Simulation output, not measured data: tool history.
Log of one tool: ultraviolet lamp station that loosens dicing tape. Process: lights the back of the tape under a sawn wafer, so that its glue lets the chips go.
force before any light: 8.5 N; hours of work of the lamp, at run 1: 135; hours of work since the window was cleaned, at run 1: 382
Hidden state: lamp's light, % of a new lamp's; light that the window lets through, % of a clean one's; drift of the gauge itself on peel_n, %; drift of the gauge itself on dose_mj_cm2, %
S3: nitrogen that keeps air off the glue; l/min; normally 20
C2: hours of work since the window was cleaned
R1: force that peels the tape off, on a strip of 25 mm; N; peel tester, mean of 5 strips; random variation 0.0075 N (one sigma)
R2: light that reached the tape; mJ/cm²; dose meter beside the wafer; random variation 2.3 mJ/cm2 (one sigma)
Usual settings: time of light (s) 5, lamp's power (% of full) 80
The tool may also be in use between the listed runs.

{"run": 1, "hour": 0.0, "time of light (s)": 5, "lamp's power (% of full)": 80, "S3": 20, "hours of work of the lamp": 135, "C2": 382, "R1": 0.278, "R2": 212}
{"run": 2, "hour": 39.2, "time of light (s)": 5, "lamp's power (% of full)": 71, "S3": 20, "hours of work of the lamp": 161, "C2": 408, "R1": 0.378, "R2": 188}
{"run": 3, "hour": 113.8, "time of light (s)": 5, "lamp's power (% of full)": 71, "S3": 20, "hours of work of the lamp": 211, "C2": 457, "R1": 0.355, "R2": 185}
{"run": 4, "hour": 157.5, "time of light (s)": 5, "lamp's power (% of full)": 71, "S3": 20, "hours of work of the lamp": 240, "C2": 486, "R1": 0.364, "R2": 190}
{"run": 5, "hour": 193.1, "time of light (s)": 5, "lamp's power (% of full)": 71, "S3": 20, "hours of work of the lamp": 263, "C2": 510, "R1": 0.375, "R2": 187}
{"hour": 210.0, "done": "window cleaned of glue's vapour"}
{"run": 6, "hour": 262.0, "time of light (s)": 5, "lamp's power (% of full)": 71, "S3": 20, "hours of work of the lamp": 309, "C2": 34, "R1": 0.372, "R2": 189}
{"run": 7, "hour": 334.4, "time of light (s)": 3, "lamp's power (% of full)": 80, "S3": 20, "hours of work of the lamp": 357, "C2": 82, "R1": 0.888, "R2": 130}
{"run": 8, "hour": 377.3, "time of light (s)": 3, "lamp's power (% of full)": 80, "S3": 20, "hours of work of the lamp": 385, "C2": 111, "R1": 0.919, "R2": 130}
{"run": 9, "hour": 424.2, "time of light (s)": 5, "lamp's power (% of full)": 96, "S3": 20, "hours of work of the lamp": 416, "C2": 142, "R1": 0.194, "R2": 253}
{"run": 10, "hour": 471.7, "time of light (s)": 2, "lamp's power (% of full)": 68, "S3": 29, "hours of work of the lamp": 448, "C2": 173, "R1": 2.13, "R2": 71}
{"run": 11, "hour": 545.2, "time of light (s)": 4, "lamp's power (% of full)": 68, "S3": 31, "hours of work of the lamp": 496, "C2": 222, "R1": 0.573, "R2": 138}
{"run": 12, "hour": 581.4, "time of light (s)": 7, "lamp's power (% of full)": 99, "S3": 33, "hours of work of the lamp": 520, "C2": 246, "R1": 0.129, "R2": 371}
{"run": 13, "hour": 628.0, "time of light (s)": 8, "lamp's power (% of full)": 99, "S3": 33, "hours of work of the lamp": 551, "C2": 277, "R1": 0.127, "R2": 416}
{"run": 14, "hour": 697.3, "time of light (s)": 8, "lamp's power (% of full)": 92, "S3": 28, "hours of work of the lamp": 597, "C2": 323, "R1": 0.128, "R2": 393}
{"run": 15, "hour": 739.6, "time of light (s)": 4, "lamp's power (% of full)": 99, "S3": 25, "hours of work of the lamp": 625, "C2": 351, "R1": 0.26, "R2": 207}
{"run": 16, "hour": 795.5, "time of light (s)": 4, "lamp's power (% of full)": 99, "S3": 25, "hours of work of the lamp": 662, "C2": 388, "R1": 0.261, "R2": 206}

Below are 5 alternative next runs, each starting from the tool's condition after run 16. Predict each:
{"hour": 800.3, "done": "lamp changed"}
{"run": "A", "hour": 853.4, "time of light (s)": 8, "lamp's power (% of full)": 80, "S3": 16, "hours of work of the lamp": 35, "C2": 425, "R1": "?", "R2": "?"}
{"hour": 800.3, "done": "lamp changed"}
{"run": "B", "hour": 853.4, "time of light (s)": 7, "lamp's power (% of full)": 83, "S3": 13, "hours of work of the lamp": 35, "C2": 425, "R1": "?", "R2": "?"}
{"hour": 800.3, "done": "lamp changed"}
{"run": "C", "hour": 853.4, "time of light (s)": 7, "lamp's power (% of full)": 80, "S3": 7, "hours of work of the lamp": 35, "C2": 425, "R1": "?", "R2": "?"}
{"hour": 800.3, "done": "lamp changed"}
{"run": "D", "hour": 853.4, "time of light (s)": 5, "lamp's power (% of full)": 99, "S3": 7, "hours of work of the lamp": 35, "C2": 425, "R1": "?", "R2": "?"}
{"hour": 800.3, "done": "lamp changed"}
{"run": "E", "hour": 853.4, "time of light (s)": 4, "lamp's power (% of full)": 83, "S3": 27, "hours of work of the lamp": 35, "C2": 425, "R1": "?", "R2": "?"}

run=A R1=0.139 R2=336
run=B R1=0.162 R2=306
run=C R1=0.241 R2=297
run=D R1=0.314 R2=265
run=E R1=0.369 R2=176
Without the tool's hidden state the same runs would have given:
run=A R1=0.139 R2=337
run=B R1=0.162 R2=306
run=C R1=0.24 R2=298
run=D R1=0.314 R2=266
run=E R1=0.368 R2=176
